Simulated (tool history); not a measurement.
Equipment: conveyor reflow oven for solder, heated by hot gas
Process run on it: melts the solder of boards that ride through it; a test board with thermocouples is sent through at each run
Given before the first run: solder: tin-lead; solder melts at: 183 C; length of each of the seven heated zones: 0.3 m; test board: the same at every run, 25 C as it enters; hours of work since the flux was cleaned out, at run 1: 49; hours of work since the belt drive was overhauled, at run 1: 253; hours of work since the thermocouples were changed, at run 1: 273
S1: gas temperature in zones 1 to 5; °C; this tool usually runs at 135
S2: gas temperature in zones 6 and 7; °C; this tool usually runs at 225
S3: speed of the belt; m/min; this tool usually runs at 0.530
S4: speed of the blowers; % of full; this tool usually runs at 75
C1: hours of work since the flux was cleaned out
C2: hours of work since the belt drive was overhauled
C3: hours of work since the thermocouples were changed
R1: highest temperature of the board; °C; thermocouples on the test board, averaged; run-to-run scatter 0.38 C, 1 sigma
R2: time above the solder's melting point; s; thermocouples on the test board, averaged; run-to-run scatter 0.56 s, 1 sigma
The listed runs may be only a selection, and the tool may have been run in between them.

{"run": 1, "hour": 0.0, "S1": 135, "S2": 225, "S3": 0.53, "S4": 75, "C1": 49, "C2": 253, "C3": 273, "R1": 209.1, "R2": 44.1}
{"run": 2, "hour": 4.3, "S1": 135, "S2": 225, "S3": 0.53, "S4": 75, "C1": 53, "C2": 257, "C3": 276, "R1": 209.1, "R2": 43.7}
{"run": 3, "hour": 8.3, "S1": 135, "S2": 225, "S3": 0.53, "S4": 75, "C1": 56, "C2": 260, "C3": 279, "R1": 208.8, "R2": 43.3}
{"run": 4, "hour": 14.7, "S1": 135, "S2": 225, "S3": 0.53, "S4": 75, "C1": 61, "C2": 265, "C3": 284, "R1": 208.4, "R2": 43.9}
{"run": 5, "hour": 21.3, "S1": 135, "S2": 225, "S3": 0.53, "S4": 75, "C1": 66, "C2": 270, "C3": 289, "R1": 209.3, "R2": 44.4}
{"run": 6, "hour": 26.7, "S1": 135, "S2": 225, "S3": 0.53, "S4": 75, "C1": 70, "C2": 274, "C3": 294, "R1": 209.0, "R2": 43.3}
{"run": 7, "hour": 32.0, "S1": 135, "S2": 225, "S3": 0.53, "S4": 54, "C1": 75, "C2": 279, "C3": 298, "R1": 202.7, "R2": 35.9}
{"run": 8, "hour": 37.6, "S1": 135, "S2": 225, "S3": 0.53, "S4": 75, "C1": 79, "C2": 283, "C3": 302, "R1": 208.7, "R2": 44.3}
{"run": 9, "hour": 41.9, "S1": 121, "S2": 238, "S3": 0.438, "S4": 88, "C1": 82, "C2": 286, "C3": 306, "R1": 227.1, "R2": 64.8}
{"run": 10, "hour": 45.8, "S1": 121, "S2": 238, "S3": 0.438, "S4": 88, "C1": 85, "C2": 289, "C3": 309, "R1": 227.6, "R2": 65.5}
{"run": 11, "hour": 51.8, "S1": 135, "S2": 225, "S3": 0.6, "S4": 75, "C1": 90, "C2": 294, "C3": 313, "R1": 205.5, "R2": 33.8}
{"run": 12, "hour": 60.6, "S1": 135, "S2": 233, "S3": 0.555, "S4": 50, "C1": 97, "C2": 301, "C3": 320, "R1": 204.2, "R2": 34.5}
{"run": 13, "hour": 69.1, "S1": 135, "S2": 233, "S3": 0.555, "S4": 50, "C1": 104, "C2": 308, "C3": 327, "R1": 204.6, "R2": 35.6}
{"run": 14, "hour": 73.8, "S1": 135, "S2": 225, "S3": 0.605, "S4": 75, "C1": 107, "C2": 311, "C3": 331, "R1": 204.2, "R2": 32.9}
{"run": 15, "hour": 81.3, "S1": 149, "S2": 213, "S3": 0.469, "S4": 75, "C1": 113, "C2": 317, "C3": 337, "R1": 204.6, "R2": 50.7}

Difference, measured minus no-hidden-state, one row per run. Run-to-run variation is common to both terms; the gauge's own scatter need not be:
The tool's hidden condition here consists of: heat that the gas passes to the board, % of a clean oven's; belt's true speed, % of the reading; true gas temperature in zones 6 and 7 over the reading, C; drift of the gauge itself on peak_c, C; drift of the gauge itself on liquid_s, %.
run=1 R1=+0.7 R2=+0.8
run=2 R1=+0.6 R2=+0.8
run=3 R1=+0.6 R2=+0.7
run=4 R1=+0.6 R2=+0.7
run=5 R1=+0.5 R2=+0.7
run=6 R1=+0.5 R2=+0.7
run=7 R1=+0.6 R2=+0.8
run=8 R1=+0.5 R2=+0.6
run=9 R1=+0.5 R2=+0.6
run=10 R1=+0.5 R2=+0.6
run=11 R1=+0.3 R2=+0.4
run=12 R1=+0.4 R2=+0.7
run=13 R1=+0.4 R2=+0.6
run=14 R1=+0.2 R2=+0.2
run=15 R1=+0.5 R2=+0.7
